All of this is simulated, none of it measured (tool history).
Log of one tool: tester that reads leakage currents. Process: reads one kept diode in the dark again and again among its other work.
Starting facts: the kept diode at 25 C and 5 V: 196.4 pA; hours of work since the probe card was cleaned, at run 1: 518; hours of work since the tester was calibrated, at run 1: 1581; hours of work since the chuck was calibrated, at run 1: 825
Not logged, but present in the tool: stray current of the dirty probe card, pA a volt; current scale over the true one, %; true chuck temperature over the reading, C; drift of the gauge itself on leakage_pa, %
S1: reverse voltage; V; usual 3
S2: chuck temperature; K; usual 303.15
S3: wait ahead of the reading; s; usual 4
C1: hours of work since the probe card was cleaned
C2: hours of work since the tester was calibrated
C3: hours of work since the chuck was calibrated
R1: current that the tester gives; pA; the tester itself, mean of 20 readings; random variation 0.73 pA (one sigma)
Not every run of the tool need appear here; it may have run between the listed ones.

run 1 hour=0 | S1=3 S2=303.15 S3=4 | C1=518 C2=1581 C3=825 | R1=243.41
run 2 hour=50.9 | S1=2.62 S2=303.15 S3=4 | C1=549 C2=1612 C3=856 | R1=231.63
run 3 hour=123.1 | S1=5.63 S2=303.15 S3=4 | C1=593 C2=1657 C3=901 | R1=313.04
run 4 hour=163.7 | S1=3 S2=303.15 S3=4 | C1=618 C2=1682 C3=926 | R1=244.38
run 5 hour=216.3 | S1=3 S2=303.15 S3=4 | C1=651 C2=1714 C3=958 | R1=243.94
run 6 hour=285.6 | S1=3 S2=303.15 S3=1.51 | C1=693 C2=1756 C3=1000 | R1=242.49
run 7 hour=325.6 | S1=3 S2=303.15 S3=1.51 | C1=718 C2=1781 C3=1025 | R1=244.11
run 8 hour=372 | S1=3 S2=303.15 S3=1.51 | C1=746 C2=1809 C3=1053 | R1=244.24
run 9 hour=401.6 | S1=3 S2=296.15 S3=1.51 | C1=764 C2=1827 C3=1071 | R1=134.87
run 10 hour=453.2 | S1=2.8 S2=308.15 S3=3.66 | C1=796 C2=1859 C3=1103 | R1=355.26
run 11 hour=515.4 | S1=3 S2=303.15 S3=2.08 | C1=834 C2=1897 C3=1141 | R1=244.22
run 12 hour=575.9 | S1=2.77 S2=297.15 S3=3.84 | C1=871 C2=1934 C3=1178 | R1=142.33
run 13 hour=636.3 | S1=7.56 S2=326.15 S3=1.22 | C1=908 C2=1971 C3=1215 | R1=2037.25
run 14 hour=705.1 | S1=7.56 S2=326.15 S3=1.22 | C1=950 C2=2013 C3=1257 | R1=2027.12
run 15 hour=769.9 | S1=7.56 S2=326.15 S3=1.22 | C1=990 C2=2053 C3=1297 | R1=2029.02
run 16 hour=814.3 | S1=7.56 S2=326.15 S3=1.22 | C1=1017 C2=2080 C3=1324 | R1=2033.53
run 17 hour=865.6 | S1=19.79 S2=312.15 S3=1 | C1=1049 C2=2112 C3=1356 | R1=1049.66
run 18 hour=915.1 | S1=4.86 S2=330.15 S3=1 | C1=1079 C2=2142 C3=1386 | R1=2263.58

Branching from run 18: 4 alternative next runs. What would each branch give?
run A hour=967.7 | S1=4.86 S2=322.15 S3=1 | C1=1111 C2=2174 C3=1418 | R1=?
run B hour=967.7 | S1=8.24 S2=303.15 S3=8.12 | C1=1111 C2=2174 C3=1418 | R1=?
run C hour=967.7 | S1=10.41 S2=297.15 S3=0.74 | C1=1111 C2=2174 C3=1418 | R1=?
run D hour=967.7 | S1=11.16 S2=331.15 S3=1.13 | C1=1111 C2=2174 C3=1418 | R1=?

run=A R1=1282.83
run=B R1=362.56
run=C R1=241.53
run=D R1=3352.88
With no hidden state in the tool, these same runs would have given:
run=A R1=1285.56
run=B R1=363.38
run=C R1=242.06
run=D R1=3359.66
